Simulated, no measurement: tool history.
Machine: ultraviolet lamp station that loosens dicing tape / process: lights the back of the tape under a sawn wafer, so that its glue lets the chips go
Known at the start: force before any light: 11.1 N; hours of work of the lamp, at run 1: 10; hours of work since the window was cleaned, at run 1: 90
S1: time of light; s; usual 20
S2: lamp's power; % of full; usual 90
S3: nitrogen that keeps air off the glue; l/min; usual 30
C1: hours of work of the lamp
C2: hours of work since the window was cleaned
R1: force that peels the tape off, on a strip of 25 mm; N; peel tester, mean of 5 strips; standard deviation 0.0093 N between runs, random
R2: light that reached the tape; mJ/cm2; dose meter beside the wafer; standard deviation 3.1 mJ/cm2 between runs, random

run   hour  S1  S2  S3   C1   C2     R1   R2
  1    0.0  20  90  30   10   90  0.445  460
  2    8.9  35  90  30   15   95  0.141  809
  3   20.0  35  90  30   21  101  0.137  804
  4   26.7  20  90  30   25  105  0.454  452
  5   35.2  20  90  30   29  109  0.470  459
  6   44.4  20  90  30   35  114  0.465  458
  7   54.6  20  90  30   40  120  0.473  451
  8   66.0  20  90  30   47  126  0.500  452
  9   72.0  20  90  30   50  130  0.501  446
 10   83.4  20  90  30   56  136  0.485  441
 11   91.3  18  90  30   61  141  0.667  396
 12  100.8  18  90  30   66  146  0.644  399
 13  106.2  18  90  30   69  149  0.660  396
 14  117.6  18  90  30   75  155  0.675  397
 15  129.0  18  90  30   82  162  0.671  398
 16  136.2  18  90  30   86  166  0.675  393
 17  143.2  18  90  30   90  169  0.679  398
 18  151.7  20  90  30   94  174  0.509  436
 19  158.1  20  90  30   98  178  0.547  437
 20  168.5  20  80  30  104  184  0.715  389
 21  175.0  20  80  30  107  187  0.696  385
 22  181.6  20  80  49  111  191  0.474  388
 23  189.4  20  80  49  115  195  0.473  378
 24  198.3  12  87  27  120  200  1.899  246
 25  207.5  12  87  27  125  205  1.922  247
 26  213.0  12  87  27  128  208  1.922  248
 27  218.0  20  87  38  131  211  0.508  407
 28  228.3  25  85  26  137  217  0.421  495
 29  233.9  25  85  26  140  220  0.429  500
 30  238.9  22  85  59  143  223  0.302  437
 31  244.6  28  83  15  146  226  0.626  538
 32  255.5  28  83  15  152  232  0.612  539
 33  266.7  12  98  37  158  238  1.316  271
 34  276.1  12  85  43  164  243  1.553  234
 35  282.9  29  90  22  167  247  0.320  601
 36  289.0  34  77  26  171  251  0.266  595
 37  298.9  29  90  30  176  256  0.243  602
 38  303.8  11  90  18  179  259  2.840  225
 39  311.1  11  90  18  183  263  2.813  226
 40  318.8  11  90  18  187  267  2.835  224
 41  327.8  11  90  18  192  272  2.854  224
 42  339.1  11  90  18  199  279  2.848  221
 43  345.9  11  90  18  202  282  2.928  219

3 ways to go on from here, each from the tool as it stands after run 43. What would each give?
  A  356.3  20  97  34  208  288   ?   ?
  B  356.3  20  90  30  208  288   ?   ?
  C  356.3  11  90  20  208  288   ?   ?

run     R1   R2
  A  0.468  431
  B  0.648  402
  C  2.650  220
Take away the tool's hidden state, keep each run's random variation, and the runs would have read:
run     R1   R2
  A  0.284  523
  B  0.398  488
  C  1.987  267
